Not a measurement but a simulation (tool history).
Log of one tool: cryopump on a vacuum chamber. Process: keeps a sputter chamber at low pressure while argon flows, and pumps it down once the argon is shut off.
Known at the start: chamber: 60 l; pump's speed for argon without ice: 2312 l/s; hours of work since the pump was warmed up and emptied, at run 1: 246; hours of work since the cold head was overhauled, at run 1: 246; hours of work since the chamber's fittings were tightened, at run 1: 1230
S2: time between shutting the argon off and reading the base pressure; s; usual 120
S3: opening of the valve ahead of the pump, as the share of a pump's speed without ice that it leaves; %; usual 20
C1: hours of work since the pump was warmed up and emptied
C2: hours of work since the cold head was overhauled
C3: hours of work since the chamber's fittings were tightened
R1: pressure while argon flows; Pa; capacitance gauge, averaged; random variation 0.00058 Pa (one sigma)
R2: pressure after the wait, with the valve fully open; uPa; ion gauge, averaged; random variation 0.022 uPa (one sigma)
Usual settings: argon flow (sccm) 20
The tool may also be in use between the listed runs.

{"run": 1, "hour": 0.0, "argon flow (sccm)": 20, "S2": 120, "S3": 20, "C1": 246, "C2": 246, "C3": 1230, "R1": 0.0745, "R2": 1.24}
{"run": 2, "hour": 41.6, "argon flow (sccm)": 20, "S2": 120, "S3": 60, "C1": 271, "C2": 271, "C3": 1255, "R1": 0.0253, "R2": 1.25}
{"run": 3, "hour": 78.2, "argon flow (sccm)": 36, "S2": 120, "S3": 60, "C1": 293, "C2": 293, "C3": 1277, "R1": 0.0475, "R2": 1.31}
{"run": 4, "hour": 136.9, "argon flow (sccm)": 20, "S2": 120, "S3": 20, "C1": 329, "C2": 329, "C3": 1313, "R1": 0.0755, "R2": 1.37}
{"run": 5, "hour": 174.1, "argon flow (sccm)": 20, "S2": 247, "S3": 20, "C1": 351, "C2": 351, "C3": 1336, "R1": 0.0753, "R2": 1.12}
{"run": 6, "hour": 199.6, "argon flow (sccm)": 20, "S2": 247, "S3": 20, "C1": 367, "C2": 367, "C3": 1351, "R1": 0.0754, "R2": 1.12}
{"run": 7, "hour": 259.8, "argon flow (sccm)": 20, "S2": 247, "S3": 20, "C1": 403, "C2": 403, "C3": 1388, "R1": 0.0754, "R2": 1.09}
{"run": 8, "hour": 288.1, "argon flow (sccm)": 20, "S2": 247, "S3": 20, "C1": 420, "C2": 420, "C3": 1405, "R1": 0.0757, "R2": 1.18}
{"run": 9, "hour": 325.9, "argon flow (sccm)": 20, "S2": 247, "S3": 20, "C1": 443, "C2": 443, "C3": 1428, "R1": 0.0763, "R2": 1.17}
{"run": 10, "hour": 381.3, "argon flow (sccm)": 20, "S2": 247, "S3": 20, "C1": 477, "C2": 477, "C3": 1461, "R1": 0.0761, "R2": 1.18}
{"run": 11, "hour": 436.1, "argon flow (sccm)": 20, "S2": 247, "S3": 20, "C1": 510, "C2": 510, "C3": 1495, "R1": 0.0756, "R2": 1.22}
{"run": 12, "hour": 471.5, "argon flow (sccm)": 20, "S2": 247, "S3": 20, "C1": 532, "C2": 532, "C3": 1516, "R1": 0.0758, "R2": 1.24}
{"run": 13, "hour": 528.2, "argon flow (sccm)": 20, "S2": 247, "S3": 20, "C1": 566, "C2": 566, "C3": 1550, "R1": 0.0776, "R2": 1.31}
{"run": 14, "hour": 583.9, "argon flow (sccm)": 20, "S2": 247, "S3": 20, "C1": 600, "C2": 600, "C3": 1584, "R1": 0.0764, "R2": 1.31}
{"hour": 622.0, "done": "leaking fittings of the chamber tightened, without venting"}
{"run": 15, "hour": 645.6, "argon flow (sccm)": 20, "S2": 120, "S3": 20, "C1": 636, "C2": 636, "C3": 14, "R1": 0.0773, "R2": 0.69}
{"run": 16, "hour": 699.5, "argon flow (sccm)": 20, "S2": 120, "S3": 20, "C1": 669, "C2": 669, "C3": 47, "R1": 0.0769, "R2": 0.73}
{"run": 17, "hour": 733.1, "argon flow (sccm)": 20, "S2": 120, "S3": 20, "C1": 689, "C2": 689, "C3": 67, "R1": 0.0785, "R2": 0.74}
{"run": 18, "hour": 776.9, "argon flow (sccm)": 30, "S2": 120, "S3": 20, "C1": 716, "C2": 716, "C3": 94, "R1": 0.1171, "R2": 0.75}
{"run": 19, "hour": 817.0, "argon flow (sccm)": 11, "S2": 66, "S3": 20, "C1": 740, "C2": 740, "C3": 118, "R1": 0.0432, "R2": 1.16}
{"run": 20, "hour": 861.0, "argon flow (sccm)": 20, "S2": 120, "S3": 19, "C1": 767, "C2": 767, "C3": 145, "R1": 0.0817, "R2": 0.81}
{"run": 21, "hour": 901.1, "argon flow (sccm)": 15, "S2": 30, "S3": 16, "C1": 791, "C2": 791, "C3": 169, "R1": 0.0725, "R2": 2.26}
{"run": 22, "hour": 927.5, "argon flow (sccm)": 15, "S2": 182, "S3": 16, "C1": 807, "C2": 807, "C3": 185, "R1": 0.0724, "R2": 0.66}
{"run": 23, "hour": 953.6, "argon flow (sccm)": 15, "S2": 120, "S3": 22, "C1": 823, "C2": 823, "C3": 201, "R1": 0.053, "R2": 0.83}
{"run": 24, "hour": 985.5, "argon flow (sccm)": 20, "S2": 54, "S3": 35, "C1": 842, "C2": 842, "C3": 220, "R1": 0.0459, "R2": 1.42}
{"run": 25, "hour": 1034.7, "argon flow (sccm)": 20, "S2": 54, "S3": 35, "C1": 872, "C2": 872, "C3": 250, "R1": 0.0473, "R2": 1.47}
{"run": 26, "hour": 1089.6, "argon flow (sccm)": 20, "S2": 24, "S3": 59, "C1": 905, "C2": 905, "C3": 284, "R1": 0.0318, "R2": 2.86}
{"run": 27, "hour": 1137.4, "argon flow (sccm)": 14, "S2": 294, "S3": 21, "C1": 934, "C2": 934, "C3": 313, "R1": 0.0528, "R2": 0.58}
{"hour": 1166.6, "done": "pump warmed up, emptied and cooled again"}
{"run": 28, "hour": 1188.8, "argon flow (sccm)": 14, "S2": 294, "S3": 23, "C1": 13, "C2": 963, "C3": 341, "R1": 0.0437, "R2": 0.5}
{"run": 29, "hour": 1218.9, "argon flow (sccm)": 11, "S2": 120, "S3": 23, "C1": 32, "C2": 981, "C3": 359, "R1": 0.0359, "R2": 0.78}
{"run": 30, "hour": 1279.6, "argon flow (sccm)": 11, "S2": 46, "S3": 28, "C1": 68, "C2": 1018, "C3": 396, "R1": 0.029, "R2": 1.58}
{"run": 31, "hour": 1339.9, "argon flow (sccm)": 36, "S2": 120, "S3": 20, "C1": 105, "C2": 1054, "C3": 432, "R1": 0.1322, "R2": 0.86}
{"run": 32, "hour": 1399.2, "argon flow (sccm)": 36, "S2": 120, "S3": 20, "C1": 141, "C2": 1090, "C3": 468, "R1": 0.1333, "R2": 0.87}
{"run": 33, "hour": 1432.4, "argon flow (sccm)": 36, "S2": 111, "S3": 28, "C1": 161, "C2": 1110, "C3": 489, "R1": 0.0956, "R2": 0.89}
{"run": 34, "hour": 1477.0, "argon flow (sccm)": 29, "S2": 111, "S3": 60, "C1": 188, "C2": 1137, "C3": 516, "R1": 0.0378, "R2": 0.93}
{"run": 35, "hour": 1536.5, "argon flow (sccm)": 17, "S2": 173, "S3": 41, "C1": 224, "C2": 1173, "C3": 552, "R1": 0.0311, "R2": 0.82}

3 ways to go on from here, each from the tool as it stands after run 35. What would each give?
{"run": "A", "hour": 1595.7, "argon flow (sccm)": 20, "S2": 32, "S3": 22, "C1": 260, "C2": 1209, "C3": 588, "R1": "?", "R2": "?"}
{"run": "B", "hour": 1595.7, "argon flow (sccm)": 26, "S2": 112, "S3": 41, "C1": 260, "C2": 1209, "C3": 588, "R1": "?", "R2": "?"}
{"run": "C", "hour": 1595.7, "argon flow (sccm)": 17, "S2": 173, "S3": 19, "C1": 260, "C2": 1209, "C3": 588, "R1": "?", "R2": "?"}

run=A R1=0.0675 R2=2.31
run=B R1=0.0481 R2=0.95
run=C R1=0.0669 R2=0.80
Without the tool's hidden state the same runs would have given:
run=A R1=0.0660 R2=1.99
run=B R1=0.0461 R2=0.63
run=C R1=0.0656 R2=0.49
